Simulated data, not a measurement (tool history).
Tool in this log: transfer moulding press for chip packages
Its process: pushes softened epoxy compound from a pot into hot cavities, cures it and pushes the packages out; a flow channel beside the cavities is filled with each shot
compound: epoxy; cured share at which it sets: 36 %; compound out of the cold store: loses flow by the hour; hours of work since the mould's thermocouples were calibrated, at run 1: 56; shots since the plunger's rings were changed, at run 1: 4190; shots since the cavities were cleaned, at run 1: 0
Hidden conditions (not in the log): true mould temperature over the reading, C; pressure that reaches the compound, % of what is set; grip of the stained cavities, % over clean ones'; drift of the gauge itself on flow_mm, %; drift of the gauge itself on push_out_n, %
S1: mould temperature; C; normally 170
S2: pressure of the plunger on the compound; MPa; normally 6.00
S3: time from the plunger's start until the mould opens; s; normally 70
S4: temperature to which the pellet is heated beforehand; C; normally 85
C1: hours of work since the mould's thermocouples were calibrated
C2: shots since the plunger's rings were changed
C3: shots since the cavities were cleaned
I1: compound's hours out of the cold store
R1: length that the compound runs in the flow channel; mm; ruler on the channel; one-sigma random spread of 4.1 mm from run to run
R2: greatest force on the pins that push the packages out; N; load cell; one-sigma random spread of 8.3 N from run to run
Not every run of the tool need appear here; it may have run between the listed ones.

run 1 day=0.000 | S1=170 S2=6.00 S3=70 S4=85 | C1=56 C2=4190 C3=0 | I1=30.6 | R1=734 R2=356
run 2 day=1.221 | S1=170 S2=6.00 S3=70 S4=85 | C1=74 C2=4565 C3=375 | I1=42.3 | R1=685 R2=635
-- day=1.429 cavities cleaned with cleaning compound and waxed
run 3 day=2.204 | S1=170 S2=6.00 S3=70 S4=90 | C1=87 C2=4849 C3=238 | I1=32.7 | R1=712 R2=539
-- day=2.871 cavities cleaned with cleaning compound and waxed
run 4 day=2.875 | S1=170 S2=6.00 S3=70 S4=90 | C1=95 C2=5036 C3=1 | I1=20.3 | R1=762 R2=367
run 5 day=4.012 | S1=170 S2=6.00 S3=70 S4=85 | C1=112 C2=5386 C3=351 | I1=32.9 | R1=718 R2=624
-- day=4.267 cavities cleaned with cleaning compound and waxed
run 6 day=5.171 | S1=170 S2=6.00 S3=70 S4=85 | C1=127 C2=5723 C3=278 | I1=44.0 | R1=672 R2=595
-- day=5.742 cavities cleaned with cleaning compound and waxed
run 7 day=6.404 | S1=170 S2=6.00 S3=70 S4=85 | C1=144 C2=6084 C3=204 | I1=23.5 | R1=733 R2=538
-- day=7.242 cavities cleaned with cleaning compound and waxed
-- day=7.762 plunger's sealing rings changed
run 8 day=7.762 | S1=170 S2=6.00 S3=70 S4=85 | C1=161 C2=0 C3=128 | I1=25.8 | R1=784 R2=522
-- day=8.762 cavities cleaned with cleaning compound and waxed
run 9 day=8.875 | S1=170 S2=6.00 S3=70 S4=85 | C1=176 C2=323 C3=35 | I1=36.7 | R1=743 R2=414
run 10 day=9.546 | S1=170 S2=6.00 S3=70 S4=85 | C1=185 C2=529 C3=241 | I1=17.6 | R1=819 R2=575
-- day=10.200 cavities cleaned with cleaning compound and waxed
run 11 day=10.421 | S1=170 S2=6.00 S3=70 S4=85 | C1=197 C2=779 C3=67 | I1=13.9 | R1=828 R2=466
run 12 day=11.458 | S1=170 S2=6.00 S3=70 S4=85 | C1=211 C2=1099 C3=387 | I1=26.2 | R1=771 R2=652
-- day=11.671 cavities cleaned with cleaning compound and waxed
run 13 day=12.504 | S1=170 S2=6.00 S3=70 S4=85 | C1=225 C2=1400 C3=255 | I1=20.2 | R1=802 R2=589
-- day=13.083 cavities cleaned with cleaning compound and waxed
run 14 day=13.083 | S1=170 S2=6.00 S3=70 S4=85 | C1=233 C2=1559 C3=0 | I1=40.3 | R1=723 R2=367
run 15 day=14.067 | S1=176 S2=4.74 S3=70 S4=78 | C1=247 C2=1862 C3=303 | I1=25.9 | R1=665 R2=521
-- day=14.521 cavities cleaned with cleaning compound and waxed
run 16 day=15.321 | S1=176 S2=4.64 S3=55 S4=80 | C1=263 C2=2229 C3=246 | I1=35.6 | R1=631 R2=653
-- day=15.950 cavities cleaned with cleaning compound and waxed
run 17 day=16.554 | S1=176 S2=4.77 S3=55 S4=88 | C1=280 C2=2589 C3=186 | I1=36.2 | R1=637 R2=607
run 18 day=17.246 | S1=176 S2=4.77 S3=55 S4=88 | C1=290 C2=2802 C3=399 | I1=30.0 | R1=649 R2=736
-- day=17.408 cavities cleaned with cleaning compound and waxed
run 19 day=18.346 | S1=176 S2=4.77 S3=55 S4=88 | C1=305 C2=3120 C3=288 | I1=35.4 | R1=635 R2=670
-- day=18.829 cavities cleaned with cleaning compound and waxed
run 20 day=19.033 | S1=175 S2=4.53 S3=103 S4=84 | C1=313 C2=3313 C3=63 | I1=41.5 | R1=590 R2=354
run 21 day=19.854 | S1=170 S2=5.62 S3=77 S4=85 | C1=325 C2=3565 C3=315 | I1=33.3 | R1=704 R2=584
-- day=20.262 cavities cleaned with cleaning compound and waxed
run 22 day=20.638 | S1=167 S2=5.91 S3=73 S4=88 | C1=335 C2=3787 C3=116 | I1=29.5 | R1=746 R2=522
run 23 day=21.221 | S1=167 S2=5.91 S3=73 S4=88 | C1=344 C2=3967 C3=296 | I1=26.6 | R1=754 R2=672
-- day=21.712 cavities cleaned with cleaning compound and waxed
run 24 day=22.375 | S1=172 S2=5.85 S3=68 S4=93 | C1=359 C2=4302 C3=203 | I1=8.6 | R1=799 R2=557
-- day=23.133 cavities cleaned with cleaning compound and waxed
run 25 day=23.133 | S1=173 S2=5.61 S3=72 S4=85 | C1=369 C2=4517 C3=0 | I1=37.6 | R1=678 R2=348
run 26 day=24.004 | S1=177 S2=6.00 S3=96 S4=84 | C1=381 C2=4785 C3=268 | I1=35.4 | R1=693 R2=460

5 ways to go on from here, each from the tool as it stands after run 26. What would each give?
-- day=24.567 cavities cleaned with cleaning compound and waxed
run A day=24.862 | S1=177 S2=7.32 S3=106 S4=85 | C1=393 C2=5029 C3=91 | I1=8.2 | R1=? R2=?
-- day=24.567 cavities cleaned with cleaning compound and waxed
run B day=24.862 | S1=169 S2=4.95 S3=76 S4=85 | C1=393 C2=5029 C3=91 | I1=17.7 | R1=? R2=?
-- day=24.567 cavities cleaned with cleaning compound and waxed
run C day=24.862 | S1=177 S2=6.00 S3=83 S4=84 | C1=393 C2=5029 C3=91 | I1=8.6 | R1=? R2=?
-- day=24.567 cavities cleaned with cleaning compound and waxed
run D day=24.862 | S1=175 S2=6.06 S3=96 S4=84 | C1=393 C2=5029 C3=91 | I1=33.2 | R1=? R2=?
-- day=24.567 cavities cleaned with cleaning compound and waxed
run E day=24.862 | S1=163 S2=6.31 S3=96 S4=84 | C1=393 C2=5029 C3=91 | I1=37.5 | R1=? R2=?

run=A R1=869 R2=367
run=B R1=701 R2=454
run=C R1=788 R2=382
run=D R1=707 R2=379
run=E R1=748 R2=433
Without the tool's hidden state the same runs would have given:
run=A R1=922 R2=297
run=B R1=744 R2=355
run=C R1=836 R2=309
run=D R1=750 R2=307
run=E R1=793 R2=341
